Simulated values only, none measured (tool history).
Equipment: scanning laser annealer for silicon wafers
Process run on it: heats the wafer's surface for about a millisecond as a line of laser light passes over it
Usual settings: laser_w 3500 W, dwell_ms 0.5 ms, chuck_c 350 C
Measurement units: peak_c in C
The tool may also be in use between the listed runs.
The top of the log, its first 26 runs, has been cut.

| run | hour | laser_w | dwell_ms | chuck_c | peak_c |
|---|---|---|---|---|---|
| 27 | 258.3 | 3212 | 0.422 | 321 | 989 |
| 28 | 264.4 | 3212 | 0.422 | 321 | 985 |
| 29 | 270.2 | 3435 | 0.5 | 350 | 1106 |
| 30 | 276.3 | 3770 | 0.482 | 331 | 1145 |
| 31 | 286.7 | 3027 | 0.5 | 350 | 1026 |
| 32 | 294.1 | 3027 | 0.5 | 333 | 1008 |
| 33 | 299.7 | 3027 | 0.5 | 333 | 1011 |
| 34 | 309.4 | 3512 | 0.362 | 389 | 1064 |
| 35 | 315.7 | 3512 | 0.362 | 389 | 1063 |
| 36 | 323.1 | 3512 | 0.362 | 389 | 1062 |
| 37 | 330.1 | 3512 | 0.362 | 389 | 1062 |
| 38 | 343 | 3595 | 0.362 | 333 | 1026 |
| 39 | 352.5 | 3500 | 0.597 | 350 | 1180 |
| 40 | 358.8 | 3671 | 0.443 | 350 | 1112 |
| 41 | 364.4 | 3671 | 0.443 | 350 | 1116 |

Alternative continuations, all from the tool just after run 41; predict every row:
| A | 377 | 2999 | 0.601 | 377 | ? |
| B | 377 | 3671 | 0.356 | 350 | ? |
| C | 377 | 3805 | 0.443 | 350 | ? |
| D | 377 | 3500 | 0.357 | 324 | ? |

| run | peak_c |
|---|---|
| A | 1102 |
| B | 1047 |
| C | 1138 |
| D | 993 |
Take away the tool's hidden state, keep each run's random variation, and the runs would have read:
| run | peak_c |
|---|---|
| A | 1114 |
| B | 1059 |
| C | 1151 |
| D | 1004 |

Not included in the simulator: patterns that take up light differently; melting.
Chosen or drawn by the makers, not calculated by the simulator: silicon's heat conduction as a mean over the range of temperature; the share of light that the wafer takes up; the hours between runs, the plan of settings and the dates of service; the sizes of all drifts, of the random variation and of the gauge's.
